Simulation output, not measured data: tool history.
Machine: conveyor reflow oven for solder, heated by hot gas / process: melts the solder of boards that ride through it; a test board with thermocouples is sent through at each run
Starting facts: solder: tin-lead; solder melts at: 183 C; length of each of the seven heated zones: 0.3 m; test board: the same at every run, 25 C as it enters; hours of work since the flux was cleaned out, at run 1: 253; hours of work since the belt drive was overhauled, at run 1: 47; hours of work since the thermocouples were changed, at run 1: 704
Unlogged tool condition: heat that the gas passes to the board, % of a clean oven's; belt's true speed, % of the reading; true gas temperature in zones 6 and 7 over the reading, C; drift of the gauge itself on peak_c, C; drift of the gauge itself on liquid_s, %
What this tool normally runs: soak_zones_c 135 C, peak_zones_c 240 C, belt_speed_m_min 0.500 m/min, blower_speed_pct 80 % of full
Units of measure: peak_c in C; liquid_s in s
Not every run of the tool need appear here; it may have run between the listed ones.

run	hour	soak_zones_c	peak_zones_c	belt_speed_m_min	blower_speed_pct	hours of work since the flux was cleaned out	hours of work since the belt drive was overhauled	hours of work since the thermocouples were changed	peak_c	liquid_s
1	0.0	135	240	0.500	80	253	47	704	220.9	55.0
2	22.6	135	240	0.505	80	269	63	720	219.5	53.8
3	37.6	135	240	0.505	80	280	74	731	220.1	53.9
4	60.9	135	240	0.596	80	297	91	748	214.0	40.2
5	85.0	135	240	0.596	80	315	109	766	213.9	40.6
6	99.8	135	240	0.496	80	326	120	777	218.7	54.8
7	113.6	126	240	0.500	80	336	130	787	218.6	50.3
8	133.0	135	240	0.500	80	350	144	801	218.8	53.5
9	155.3	135	240	0.457	80	367	160	818	221.9	61.8
10	165.3	135	240	0.457	80	374	168	825	222.3	61.8
11	179.9	135	240	0.544	80	385	178	836	215.9	46.3
# hour 187.4: flux residue cleaned out of gas plates and filters
12	207.4	135	240	0.544	80	15	195	852	219.1	50.5
13	225.2	135	240	0.544	80	28	208	865	219.4	49.3
14	241.0	135	240	0.544	80	39	220	877	219.4	49.7
15	259.9	135	240	0.544	80	53	233	891	218.3	49.8
16	282.8	135	232	0.544	80	70	250	907	211.8	44.5
17	298.8	124	240	0.459	50	82	262	919	212.0	47.4
# hour 304.9: belt drive overhauled, speed set with a stopwatch
18	316.8	132	232	0.493	77	92	9	929	213.3	50.5
19	336.7	135	240	0.485	90	106	23	944	224.1	60.3
20	354.6	135	240	0.485	90	120	36	957	224.5	59.8
21	366.2	135	240	0.485	90	128	45	966	223.7	59.7
22	386.3	135	239	0.485	63	143	60	980	216.1	53.3
23	403.8	135	239	0.485	71	156	72	993	218.6	55.1
24	422.9	131	251	0.500	80	170	86	1007	229.3	59.8
25	446.8	121	234	0.534	62	187	104	1025	204.4	33.3
# hour 452.9: belt drive overhauled, speed set with a stopwatch, once more
26	472.9	121	234	0.534	62	203	15	1041	203.6	32.5
27	492.7	121	234	0.534	62	218	29	1055	203.4	32.3
28	514.9	130	234	0.550	71	234	45	1072	207.9	37.5
29	537.4	130	234	0.532	76	251	62	1088	209.3	42.0
30	561.0	130	238	0.532	76	268	79	1105	213.7	44.5
# hour 580.9: thermocouples of zones 6 and 7 changed
31	583.1	130	238	0.532	76	283	94	2	215.0	46.0

Entry by entry between the runs, the difference in hidden state between the last listed run before and the first listed run after:
Runs 11 to 12: flux residue cleaned out of gas plates and filters (hour 187.4)
  heat that the gas passes to the board, % of a clean oven's: 89.2 -> 99.4; belt's true speed, % of the reading: 99.71 -> 99.68; true gas temperature in zones 6 and 7 over the reading, C: -2.53 -> -2.57
  measured minus no-state result, peak_c: -5.8 -> -2.2 C; liquid_s: -4.1 -> -1.2 s
Runs 17 to 18: belt drive overhauled, speed set with a stopwatch (hour 304.9)
  heat that the gas passes to the board, % of a clean oven's: 97.3 -> 97; belt's true speed, % of the reading: 99.56 -> 99.43; true gas temperature in zones 6 and 7 over the reading, C: -2.79 -> -2.82
  measured minus no-state result, peak_c: -2.8 -> -3.1 C; liquid_s: -2.5 -> -2.2 s
Runs 25 to 26: belt drive overhauled, speed set with a stopwatch, once more (hour 452.9)
  heat that the gas passes to the board, % of a clean oven's: 94.2 -> 93.8; belt's true speed, % of the reading: 99.25 -> 100.02; true gas temperature in zones 6 and 7 over the reading, C: -3.12 -> -3.17
  measured minus no-state result, peak_c: -4.1 -> -4.6 C; liquid_s: -4.0 -> -4.8 s
Runs 30 to 31: thermocouples of zones 6 and 7 changed (hour 580.9)
  heat that the gas passes to the board, % of a clean oven's: 91.9 -> 91.5; belt's true speed, % of the reading: 99.91 -> 99.88; true gas temperature in zones 6 and 7 over the reading, C: -3.39 -> -0.07
  measured minus no-state result, peak_c: -5.6 -> -2.9 C; liquid_s: -4.4 -> -2.4 s

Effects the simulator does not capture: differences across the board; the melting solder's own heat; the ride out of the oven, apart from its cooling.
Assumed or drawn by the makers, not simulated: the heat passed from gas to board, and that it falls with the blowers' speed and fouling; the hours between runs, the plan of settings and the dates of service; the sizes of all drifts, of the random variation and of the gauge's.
